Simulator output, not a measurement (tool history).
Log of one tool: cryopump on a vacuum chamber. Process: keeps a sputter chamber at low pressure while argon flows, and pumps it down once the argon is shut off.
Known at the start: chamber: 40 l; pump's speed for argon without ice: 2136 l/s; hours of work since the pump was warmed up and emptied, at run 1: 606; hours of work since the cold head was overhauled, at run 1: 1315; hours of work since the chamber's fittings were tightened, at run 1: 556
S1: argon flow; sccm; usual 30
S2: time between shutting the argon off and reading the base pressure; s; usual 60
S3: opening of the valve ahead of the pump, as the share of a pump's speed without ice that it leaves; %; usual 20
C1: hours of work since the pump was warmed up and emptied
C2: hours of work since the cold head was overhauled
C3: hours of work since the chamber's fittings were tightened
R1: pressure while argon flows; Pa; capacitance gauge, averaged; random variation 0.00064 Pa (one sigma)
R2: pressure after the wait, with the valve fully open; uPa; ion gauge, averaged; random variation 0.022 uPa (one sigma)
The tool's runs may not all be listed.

{"run": 1, "hour": 0.0, "S1": 30, "S2": 60, "S3": 20, "C1": 606, "C2": 1315, "C3": 556, "R1": 0.1267, "R2": 1.04}
{"run": 2, "hour": 64.9, "S1": 30, "S2": 60, "S3": 20, "C1": 648, "C2": 1357, "C3": 598, "R1": 0.1267, "R2": 1.05}
{"hour": 85.3, "done": "pump warmed up, emptied and cooled again"}
{"run": 3, "hour": 116.2, "S1": 30, "S2": 60, "S3": 20, "C1": 20, "C2": 1387, "C3": 628, "R1": 0.1201, "R2": 0.93}
{"run": 4, "hour": 170.8, "S1": 15, "S2": 60, "S3": 20, "C1": 55, "C2": 1422, "C3": 663, "R1": 0.0603, "R2": 0.92}
{"run": 5, "hour": 208.4, "S1": 15, "S2": 60, "S3": 20, "C1": 80, "C2": 1447, "C3": 687, "R1": 0.0599, "R2": 0.94}
{"run": 6, "hour": 269.5, "S1": 31, "S2": 60, "S3": 20, "C1": 119, "C2": 1487, "C3": 727, "R1": 0.1242, "R2": 0.98}
{"run": 7, "hour": 329.6, "S1": 30, "S2": 46, "S3": 20, "C1": 158, "C2": 1526, "C3": 766, "R1": 0.1215, "R2": 1.13}
{"run": 8, "hour": 370.2, "S1": 30, "S2": 60, "S3": 20, "C1": 185, "C2": 1552, "C3": 792, "R1": 0.1212, "R2": 1.02}
{"run": 9, "hour": 404.0, "S1": 30, "S2": 60, "S3": 20, "C1": 207, "C2": 1574, "C3": 814, "R1": 0.1214, "R2": 1.07}
{"run": 10, "hour": 449.5, "S1": 13, "S2": 60, "S3": 20, "C1": 236, "C2": 1603, "C3": 844, "R1": 0.0527, "R2": 1.12}
{"run": 11, "hour": 486.6, "S1": 13, "S2": 60, "S3": 20, "C1": 260, "C2": 1627, "C3": 868, "R1": 0.0522, "R2": 1.09}
{"run": 12, "hour": 545.7, "S1": 30, "S2": 60, "S3": 20, "C1": 299, "C2": 1666, "C3": 906, "R1": 0.1229, "R2": 1.11}
{"run": 13, "hour": 592.2, "S1": 30, "S2": 60, "S3": 20, "C1": 329, "C2": 1696, "C3": 936, "R1": 0.1235, "R2": 1.08}
{"run": 14, "hour": 627.8, "S1": 30, "S2": 60, "S3": 20, "C1": 352, "C2": 1719, "C3": 959, "R1": 0.1237, "R2": 1.18}
{"run": 15, "hour": 687.0, "S1": 30, "S2": 60, "S3": 20, "C1": 390, "C2": 1757, "C3": 998, "R1": 0.1241, "R2": 1.16}
{"run": 16, "hour": 727.5, "S1": 30, "S2": 60, "S3": 20, "C1": 416, "C2": 1784, "C3": 1024, "R1": 0.1226, "R2": 1.16}
{"run": 17, "hour": 799.4, "S1": 30, "S2": 60, "S3": 20, "C1": 463, "C2": 1830, "C3": 1071, "R1": 0.125, "R2": 1.25}
{"run": 18, "hour": 861.4, "S1": 30, "S2": 35, "S3": 24, "C1": 503, "C2": 1870, "C3": 1111, "R1": 0.1068, "R2": 1.59}
{"run": 19, "hour": 910.2, "S1": 20, "S2": 93, "S3": 23, "C1": 535, "C2": 1902, "C3": 1143, "R1": 0.0728, "R2": 1.15}
{"run": 20, "hour": 961.5, "S1": 30, "S2": 274, "S3": 44, "C1": 568, "C2": 1935, "C3": 1176, "R1": 0.0612, "R2": 0.96}
{"run": 21, "hour": 1018.1, "S1": 14, "S2": 137, "S3": 17, "C1": 605, "C2": 1972, "C3": 1213, "R1": 0.069, "R2": 1.16}
{"run": 22, "hour": 1056.8, "S1": 18, "S2": 186, "S3": 33, "C1": 630, "C2": 1997, "C3": 1238, "R1": 0.0495, "R2": 1.16}
{"run": 23, "hour": 1091.1, "S1": 21, "S2": 284, "S3": 20, "C1": 652, "C2": 2019, "C3": 1260, "R1": 0.0898, "R2": 1.04}
{"hour": 1108.8, "done": "pump warmed up, emptied and cooled again"}
{"run": 24, "hour": 1164.8, "S1": 21, "S2": 284, "S3": 20, "C1": 36, "C2": 2064, "C3": 1304, "R1": 0.0839, "R2": 0.87}
{"run": 25, "hour": 1216.2, "S1": 13, "S2": 213, "S3": 49, "C1": 70, "C2": 2097, "C3": 1338, "R1": 0.0218, "R2": 0.96}
{"run": 26, "hour": 1273.6, "S1": 30, "S2": 60, "S3": 22, "C1": 107, "C2": 2134, "C3": 1375, "R1": 0.1095, "R2": 1.27}
{"run": 27, "hour": 1321.6, "S1": 47, "S2": 52, "S3": 27, "C1": 138, "C2": 2166, "C3": 1406, "R1": 0.141, "R2": 1.39}
{"run": 28, "hour": 1388.0, "S1": 47, "S2": 52, "S3": 27, "C1": 181, "C2": 2209, "C3": 1449, "R1": 0.1427, "R2": 1.41}
{"run": 29, "hour": 1419.2, "S1": 47, "S2": 52, "S3": 27, "C1": 201, "C2": 2229, "C3": 1469, "R1": 0.1426, "R2": 1.48}
{"run": 30, "hour": 1476.9, "S1": 42, "S2": 111, "S3": 21, "C1": 239, "C2": 2266, "C3": 1507, "R1": 0.1632, "R2": 1.19}
{"run": 31, "hour": 1506.9, "S1": 42, "S2": 111, "S3": 21, "C1": 258, "C2": 2286, "C3": 1526, "R1": 0.1633, "R2": 1.29}
{"run": 32, "hour": 1576.7, "S1": 42, "S2": 111, "S3": 20, "C1": 303, "C2": 2331, "C3": 1572, "R1": 0.171, "R2": 1.31}
{"run": 33, "hour": 1615.0, "S1": 24, "S2": 31, "S3": 16, "C1": 328, "C2": 2356, "C3": 1596, "R1": 0.1224, "R2": 1.92}
{"run": 34, "hour": 1670.9, "S1": 44, "S2": 72, "S3": 29, "C1": 364, "C2": 2392, "C3": 1633, "R1": 0.1274, "R2": 1.49}

Forecast each of these 3 alternatives for the next run:
{"run": "A", "hour": 1709.0, "S1": 30, "S2": 70, "S3": 20, "C1": 389, "C2": 2417, "C3": 1657, "R1": "?", "R2": "?"}
{"run": "B", "hour": 1709.0, "S1": 31, "S2": 116, "S3": 58, "C1": 389, "C2": 2417, "C3": 1657, "R1": "?", "R2": "?"}
{"run": "C", "hour": 1709.0, "S1": 31, "S2": 60, "S3": 20, "C1": 389, "C2": 2417, "C3": 1657, "R1": "?", "R2": "?"}

run=A R1=0.1233 R2=1.50
run=B R1=0.0482 R2=1.43
run=C R1=0.1288 R2=1.55
Without the tool's hidden state the same runs would have given:
run=A R1=0.1182 R2=0.53
run=B R1=0.0429 R2=0.42
run=C R1=0.1234 R2=0.58
